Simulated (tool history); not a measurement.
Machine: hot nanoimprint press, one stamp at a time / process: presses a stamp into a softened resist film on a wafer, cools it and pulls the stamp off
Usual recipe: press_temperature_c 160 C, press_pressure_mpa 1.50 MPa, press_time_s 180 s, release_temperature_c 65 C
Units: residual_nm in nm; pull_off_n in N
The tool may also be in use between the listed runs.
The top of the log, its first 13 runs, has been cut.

run 14 hour=80.8 | press_temperature_c=160 press_pressure_mpa=1.50 press_time_s=134 release_temperature_c=65 | residual_nm=190.4 pull_off_n=137
run 15 hour=88.6 | press_temperature_c=160 press_pressure_mpa=0.99 press_time_s=180 release_temperature_c=65 | residual_nm=205.7 pull_off_n=133
run 16 hour=92.7 | press_temperature_c=160 press_pressure_mpa=2.40 press_time_s=180 release_temperature_c=65 | residual_nm=136.8 pull_off_n=137
run 17 hour=96.5 | press_temperature_c=171 press_pressure_mpa=1.63 press_time_s=126 release_temperature_c=54 | residual_nm=109.0 pull_off_n=176
run 18 hour=100.7 | press_temperature_c=159 press_pressure_mpa=1.50 press_time_s=258 release_temperature_c=57 | residual_nm=160.6 pull_off_n=168
run 19 hour=108.1 | press_temperature_c=160 press_pressure_mpa=1.50 press_time_s=151 release_temperature_c=58 | residual_nm=184.9 pull_off_n=161
run 20 hour=114.5 | press_temperature_c=160 press_pressure_mpa=1.50 press_time_s=171 release_temperature_c=71 | residual_nm=174.6 pull_off_n=117
run 21 hour=119.5 | press_temperature_c=160 press_pressure_mpa=2.15 press_time_s=231 release_temperature_c=71 | residual_nm=132.5 pull_off_n=122
run 22 hour=126.5 | press_temperature_c=166 press_pressure_mpa=2.15 press_time_s=227 release_temperature_c=71 | residual_nm=96.6 pull_off_n=122
run 23 hour=131.8 | press_temperature_c=166 press_pressure_mpa=2.15 press_time_s=227 release_temperature_c=71 | residual_nm=95.9 pull_off_n=122
run 24 hour=139.8 | press_temperature_c=163 press_pressure_mpa=1.25 press_time_s=114 release_temperature_c=65 | residual_nm=190.0 pull_off_n=140
run 25 hour=145.9 | press_temperature_c=163 press_pressure_mpa=1.25 press_time_s=114 release_temperature_c=65 | residual_nm=189.5 pull_off_n=144
run 26 hour=152.7 | press_temperature_c=160 press_pressure_mpa=0.92 press_time_s=180 release_temperature_c=62 | residual_nm=211.5 pull_off_n=155
run 27 hour=158.4 | press_temperature_c=160 press_pressure_mpa=0.92 press_time_s=180 release_temperature_c=62 | residual_nm=210.9 pull_off_n=156

Expected results for the next run?
-- hour=165.1 stamp cleaned and given a new release coat
run 28 hour=171.2 | press_temperature_c=155 press_pressure_mpa=1.57 press_time_s=208 release_temperature_c=56 | residual_nm=? pull_off_n=?

Run 28 measured residual_nm 204.3 nm, pull_off_n 113 N.
Minus the tool's unlogged condition, the same run would have read residual_nm 197.5 nm, pull_off_n 111 N.
